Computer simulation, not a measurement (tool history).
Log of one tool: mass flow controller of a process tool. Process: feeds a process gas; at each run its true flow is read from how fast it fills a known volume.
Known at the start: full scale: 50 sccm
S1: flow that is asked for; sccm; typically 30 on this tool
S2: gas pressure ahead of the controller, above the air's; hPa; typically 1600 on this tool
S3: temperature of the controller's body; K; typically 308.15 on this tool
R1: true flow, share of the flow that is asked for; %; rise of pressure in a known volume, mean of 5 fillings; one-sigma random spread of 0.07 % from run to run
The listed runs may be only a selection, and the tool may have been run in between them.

{"run": 1, "day": 0.0, "S1": 30, "S2": 1600, "S3": 308.15, "R1": 99.04}
{"run": 2, "day": 7.15, "S1": 30, "S2": 1600, "S3": 308.15, "R1": 99.34}
{"run": 3, "day": 11.875, "S1": 30, "S2": 1600, "S3": 308.15, "R1": 99.34}
{"run": 4, "day": 15.775, "S1": 30, "S2": 1600, "S3": 308.15, "R1": 99.3}
{"run": 5, "day": 22.567, "S1": 30, "S2": 1600, "S3": 308.15, "R1": 99.32}
{"run": 6, "day": 26.408, "S1": 22, "S2": 1600, "S3": 308.15, "R1": 99.31}
{"run": 7, "day": 32.829, "S1": 7, "S2": 1600, "S3": 308.15, "R1": 100.2}
{"run": 8, "day": 37.4, "S1": 7, "S2": 1600, "S3": 308.15, "R1": 100.28}
{"run": 9, "day": 43.338, "S1": 30, "S2": 1600, "S3": 301.15, "R1": 99.92}
{"run": 10, "day": 49.867, "S1": 30, "S2": 1600, "S3": 301.15, "R1": 100.0}
{"run": 11, "day": 54.696, "S1": 30, "S2": 1600, "S3": 307.15, "R1": 99.65}
{"run": 12, "day": 58.967, "S1": 30, "S2": 1600, "S3": 308.15, "R1": 99.61}
{"run": 13, "day": 64.862, "S1": 30, "S2": 1600, "S3": 308.15, "R1": 99.73}
{"run": 14, "day": 70.996, "S1": 30, "S2": 1600, "S3": 308.15, "R1": 99.73}
{"run": 15, "day": 75.162, "S1": 30, "S2": 1600, "S3": 311.15, "R1": 99.56}
{"run": 16, "day": 78.858, "S1": 30, "S2": 2360, "S3": 308.15, "R1": 99.62}
{"run": 17, "day": 86.221, "S1": 30, "S2": 2360, "S3": 308.15, "R1": 99.66}
{"run": 18, "day": 90.388, "S1": 30, "S2": 2360, "S3": 308.15, "R1": 99.52}
{"run": 19, "day": 93.562, "S1": 30, "S2": 1600, "S3": 301.15, "R1": 100.3}
{"run": 20, "day": 100.758, "S1": 18, "S2": 1600, "S3": 308.15, "R1": 100.04}
{"run": 21, "day": 104.492, "S1": 9, "S2": 1910, "S3": 297.15, "R1": 101.76}
{"run": 22, "day": 110.342, "S1": 9, "S2": 1910, "S3": 297.15, "R1": 101.96}
{"run": 23, "day": 116.754, "S1": 22, "S2": 1910, "S3": 298.15, "R1": 100.67}
{"run": 24, "day": 121.483, "S1": 22, "S2": 1910, "S3": 298.15, "R1": 100.63}
{"run": 25, "day": 124.529, "S1": 22, "S2": 1770, "S3": 298.15, "R1": 100.74}
{"run": 26, "day": 129.25, "S1": 22, "S2": 1770, "S3": 298.15, "R1": 100.95}
{"run": 27, "day": 136.092, "S1": 30, "S2": 1970, "S3": 308.15, "R1": 100.19}
{"run": 28, "day": 139.371, "S1": 30, "S2": 1410, "S3": 307.15, "R1": 100.31}
{"run": 29, "day": 143.146, "S1": 8, "S2": 2600, "S3": 307.15, "R1": 101.99}
{"run": 30, "day": 149.804, "S1": 12, "S2": 1760, "S3": 308.15, "R1": 101.18}
{"run": 31, "day": 153.9, "S1": 36, "S2": 1600, "S3": 308.15, "R1": 100.36}
{"run": 32, "day": 158.1, "S1": 39, "S2": 2420, "S3": 308.15, "R1": 100.22}
{"run": 33, "day": 161.096, "S1": 11, "S2": 1820, "S3": 295.15, "R1": 102.4}
{"run": 34, "day": 164.638, "S1": 11, "S2": 1820, "S3": 309.15, "R1": 101.47}
{"run": 35, "day": 168.558, "S1": 12, "S2": 1500, "S3": 297.15, "R1": 102.28}
{"run": 36, "day": 174.225, "S1": 26, "S2": 2750, "S3": 294.15, "R1": 101.07}
{"run": 37, "day": 180.021, "S1": 39, "S2": 1590, "S3": 302.15, "R1": 101.02}
{"run": 38, "day": 185.408, "S1": 30, "S2": 1650, "S3": 301.15, "R1": 100.95}
{"run": 39, "day": 190.133, "S1": 30, "S2": 1600, "S3": 312.15, "R1": 100.33}
{"run": 40, "day": 196.583, "S1": 30, "S2": 1600, "S3": 312.15, "R1": 100.39}

Pick out some run-to-run changes in R1. Of each, how much would a tool without hidden state show as well, from the settings, what came in and chance, and how much is left for the hidden state and any gauge scatter not in both results compared?
Hidden state present: flow at rest that the sensor doesn't see, % of full scale; true flow over the shown one, %; drift of the gauge itself on true_pct, %.
Run 20 -> 21: S1 18 -> 9, S2 1600 -> 1910, S3 308.15 -> 297.15. R1 +1.72 %: hidden state +1.51, all else +0.21.
Run 28 -> 29: S1 30 -> 8, S2 1410 -> 2600. R1 +1.68 %: hidden state +2.96, all else -1.28.
Run 30 -> 31: S1 12 -> 36, S2 1760 -> 1600. R1 -0.82 %: hidden state -1.80, all else +0.98.
Run 32 -> 33: S1 39 -> 11, S2 2420 -> 1820, S3 308.15 -> 295.15. R1 +2.18 %: hidden state +2.28, all else -0.10.
